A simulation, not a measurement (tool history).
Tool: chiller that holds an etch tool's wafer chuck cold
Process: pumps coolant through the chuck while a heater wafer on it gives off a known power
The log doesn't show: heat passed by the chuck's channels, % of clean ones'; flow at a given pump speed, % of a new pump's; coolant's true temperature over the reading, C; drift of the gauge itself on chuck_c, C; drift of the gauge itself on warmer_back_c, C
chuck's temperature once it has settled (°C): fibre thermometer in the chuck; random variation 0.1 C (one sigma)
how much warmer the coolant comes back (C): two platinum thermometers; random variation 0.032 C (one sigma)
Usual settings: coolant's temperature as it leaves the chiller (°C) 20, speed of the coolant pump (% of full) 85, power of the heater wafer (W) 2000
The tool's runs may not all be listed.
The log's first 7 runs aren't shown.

run    hour  coolant's temperature as it leaves the chiller (°C)  speed of the coolant pump (% of full)  power of the heater wafer (W)  hours since the coolant was changed and the channels were flushed  hours since the pump was overhauled  hours since the chiller's thermometer was calibrated  chuck's temperature once it has settled (°C)  how much warmer the coolant comes back (C)
  8   938.8                                                   20                                     85                           2647                                                               2160                                 1850                                                  2343                                          46.6                                        5.58
  9  1032.6                                                   20                                     82                           2000                                                               2253                                 1944                                                  2436                                          40.4                                        4.35
 10  1210.5                                                   20                                     85                           2000                                                               2431                                 2122                                                  2614                                          40.2                                        4.22
 11  1378.6                                                   20                                     85                           2000                                                               2599                                 2290                                                  2782                                          40.5                                        4.28
 12  1549.6                                                   20                                     85                           2000                                                               2770                                 2461                                                  2953                                          40.3                                        4.28
 13  1660.1                                                   20                                     86                           2000                                                               2881                                 2571                                                  3064                                          40.4                                        4.26
 14  1829.7                                                   20                                     86                           2000                                                               3051                                 2741                                                  3234                                          40.4                                        4.26
 15  1941.5                                                   20                                     86                           2000                                                               3162                                 2853                                                  3345                                          40.6                                        4.22
 16  2074.0                                                   20                                     86                           2000                                                               3295                                 2985                                                  3478                                          40.8                                        4.25
 17  2223.8                                                   20                                     86                           2000                                                               3445                                 3135                                                  3628                                          40.9                                        4.32
 18  2324.8                                                   15                                     85                           1181                                                               3546                                 3236                                                  3729                                          27.3                                        2.58
     2432.5  -- chiller's thermometer calibrated
 19  2432.5                                                   22                                     70                           1493                                                               3652                                 3343                                                     0                                          41.1                                        3.96
 20  2600.5                                                   22                                     84                           1038                                                               3820                                 3511                                                   168                                          33.6                                        2.36
 21  2736.7                                                   11                                     90                           2000                                                               3956                                 3647                                                   304                                          32.1                                        4.16
     2782.3  -- coolant changed, channels flushed
 22  2871.0                                                   11                                     90                           2000                                                                 89                                 3775                                                   432                                          30.3                                        4.19
 23  3046.2                                                   23                                     65                           2191                                                                264                                 3950                                                   608                                          50.7                                        6.35
 24  3172.7                                                   23                                     65                           2191                                                                390                                 4077                                                   734                                          51.1                                        6.36
 25  3329.0                                                   21                                     67                           2000                                                                547                                 4233                                                   890                                          45.8                                        5.60
     3451.8  -- coolant pump overhauled
 26  3511.0                                                   14                                     61                           2000                                                                724                                   59                                                  1067                                          38.7                                        5.56
 27  3688.3                                                   23                                     88                           2069                                                                901                                  237                                                  1245                                          42.0                                        4.03
 28  3865.0                                                   17                                     75                           1512                                                               1078                                  413                                                  1421                                          32.9                                        3.43

Run 29 comes next. What will it give?
 29  4037.5                                                   17                                     85                           2342                                                               1250                                  586                                                  1594                                             ?                                           ?

Run 29 gave chuck's temperature once it has settled (°C) 39.5, how much warmer the coolant comes back (C) 4.70.
Without the tool's hidden state the same run would have given chuck's temperature once it has settled (°C) 38.7, how much warmer the coolant comes back (C) 4.66.
